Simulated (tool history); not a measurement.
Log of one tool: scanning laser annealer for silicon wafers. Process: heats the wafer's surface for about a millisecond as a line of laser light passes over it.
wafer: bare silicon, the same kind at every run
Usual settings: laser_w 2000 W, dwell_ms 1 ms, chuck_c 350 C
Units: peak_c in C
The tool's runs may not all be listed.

{"run": 1, "hour": 0.0, "laser_w": 2000, "dwell_ms": 1, "chuck_c": 350, "peak_c": 1105}
{"run": 2, "hour": 31.8, "laser_w": 2000, "dwell_ms": 1, "chuck_c": 350, "peak_c": 1105}
{"run": 3, "hour": 59.2, "laser_w": 2000, "dwell_ms": 1, "chuck_c": 350, "peak_c": 1105}
{"run": 4, "hour": 106.9, "laser_w": 2000, "dwell_ms": 1, "chuck_c": 350, "peak_c": 1103}
{"run": 5, "hour": 153.1, "laser_w": 2000, "dwell_ms": 1, "chuck_c": 350, "peak_c": 1102}
{"run": 6, "hour": 181.1, "laser_w": 2000, "dwell_ms": 1, "chuck_c": 350, "peak_c": 1107}
{"run": 7, "hour": 221.4, "laser_w": 2000, "dwell_ms": 1, "chuck_c": 350, "peak_c": 1103}
{"run": 8, "hour": 262.7, "laser_w": 2000, "dwell_ms": 1, "chuck_c": 350, "peak_c": 1108}
{"run": 9, "hour": 293.5, "laser_w": 2000, "dwell_ms": 1, "chuck_c": 350, "peak_c": 1105}
{"run": 10, "hour": 315.8, "laser_w": 2000, "dwell_ms": 1, "chuck_c": 350, "peak_c": 1106}
{"run": 11, "hour": 363.4, "laser_w": 2000, "dwell_ms": 1, "chuck_c": 350, "peak_c": 1105}
{"run": 12, "hour": 388.1, "laser_w": 2000, "dwell_ms": 1, "chuck_c": 350, "peak_c": 1104}
{"run": 13, "hour": 428.9, "laser_w": 2000, "dwell_ms": 1, "chuck_c": 350, "peak_c": 1103}
{"run": 14, "hour": 475.5, "laser_w": 2000, "dwell_ms": 0.91, "chuck_c": 350, "peak_c": 1071}
{"run": 15, "hour": 504.2, "laser_w": 2000, "dwell_ms": 1, "chuck_c": 362, "peak_c": 1116}
{"run": 16, "hour": 538.0, "laser_w": 1875, "dwell_ms": 1, "chuck_c": 362, "peak_c": 1058}
{"run": 17, "hour": 562.8, "laser_w": 2000, "dwell_ms": 1, "chuck_c": 359, "peak_c": 1112}
{"run": 18, "hour": 606.7, "laser_w": 2000, "dwell_ms": 1, "chuck_c": 350, "peak_c": 1107}
{"run": 19, "hour": 655.2, "laser_w": 2000, "dwell_ms": 1, "chuck_c": 350, "peak_c": 1103}
{"run": 20, "hour": 704.0, "laser_w": 2117, "dwell_ms": 1, "chuck_c": 350, "peak_c": 1158}
{"run": 21, "hour": 747.2, "laser_w": 2000, "dwell_ms": 1, "chuck_c": 350, "peak_c": 1106}
{"run": 22, "hour": 785.1, "laser_w": 1893, "dwell_ms": 1.22, "chuck_c": 355, "peak_c": 1132}
{"run": 23, "hour": 830.0, "laser_w": 2006, "dwell_ms": 0.75, "chuck_c": 317, "peak_c": 977}
{"run": 24, "hour": 855.0, "laser_w": 2006, "dwell_ms": 0.75, "chuck_c": 317, "peak_c": 975}
{"run": 25, "hour": 884.5, "laser_w": 1862, "dwell_ms": 1, "chuck_c": 335, "peak_c": 1023}
{"run": 26, "hour": 906.5, "laser_w": 1967, "dwell_ms": 0.84, "chuck_c": 335, "peak_c": 1014}
{"run": 27, "hour": 928.1, "laser_w": 1821, "dwell_ms": 1.17, "chuck_c": 350, "peak_c": 1074}
{"run": 28, "hour": 962.4, "laser_w": 1808, "dwell_ms": 0.83, "chuck_c": 350, "peak_c": 958}
{"run": 29, "hour": 993.1, "laser_w": 1980, "dwell_ms": 1, "chuck_c": 316, "peak_c": 1062}
{"run": 30, "hour": 1013.2, "laser_w": 1980, "dwell_ms": 1, "chuck_c": 316, "peak_c": 1058}
{"run": 31, "hour": 1035.1, "laser_w": 1838, "dwell_ms": 1, "chuck_c": 348, "peak_c": 1026}
{"run": 32, "hour": 1058.2, "laser_w": 2000, "dwell_ms": 0.71, "chuck_c": 335, "peak_c": 973}
{"run": 33, "hour": 1078.1, "laser_w": 2000, "dwell_ms": 0.97, "chuck_c": 350, "peak_c": 1094}
{"run": 34, "hour": 1111.6, "laser_w": 1740, "dwell_ms": 0.95, "chuck_c": 347, "peak_c": 966}
{"run": 35, "hour": 1146.0, "laser_w": 1982, "dwell_ms": 0.99, "chuck_c": 350, "peak_c": 1093}
{"run": 36, "hour": 1190.1, "laser_w": 1982, "dwell_ms": 0.99, "chuck_c": 350, "peak_c": 1092}
{"run": 37, "hour": 1212.3, "laser_w": 1982, "dwell_ms": 0.99, "chuck_c": 350, "peak_c": 1090}
{"run": 38, "hour": 1244.4, "laser_w": 1931, "dwell_ms": 1.16, "chuck_c": 357, "peak_c": 1132}
{"run": 39, "hour": 1275.0, "laser_w": 1871, "dwell_ms": 0.76, "chuck_c": 348, "peak_c": 954}
{"run": 40, "hour": 1319.7, "laser_w": 1871, "dwell_ms": 0.76, "chuck_c": 348, "peak_c": 953}
{"run": 41, "hour": 1356.6, "laser_w": 2000, "dwell_ms": 0.75, "chuck_c": 350, "peak_c": 1008}
{"run": 42, "hour": 1395.5, "laser_w": 2000, "dwell_ms": 0.75, "chuck_c": 350, "peak_c": 1008}

Taken out of this log: 1 entry between the listed runs. Where each belongs, and how the hidden state differs across it:
Between runs 20 and 21: window over the wafer cleaned (hour 725.2)
  light that passes the window, % of a clean one's: 99.95 -> 99.98

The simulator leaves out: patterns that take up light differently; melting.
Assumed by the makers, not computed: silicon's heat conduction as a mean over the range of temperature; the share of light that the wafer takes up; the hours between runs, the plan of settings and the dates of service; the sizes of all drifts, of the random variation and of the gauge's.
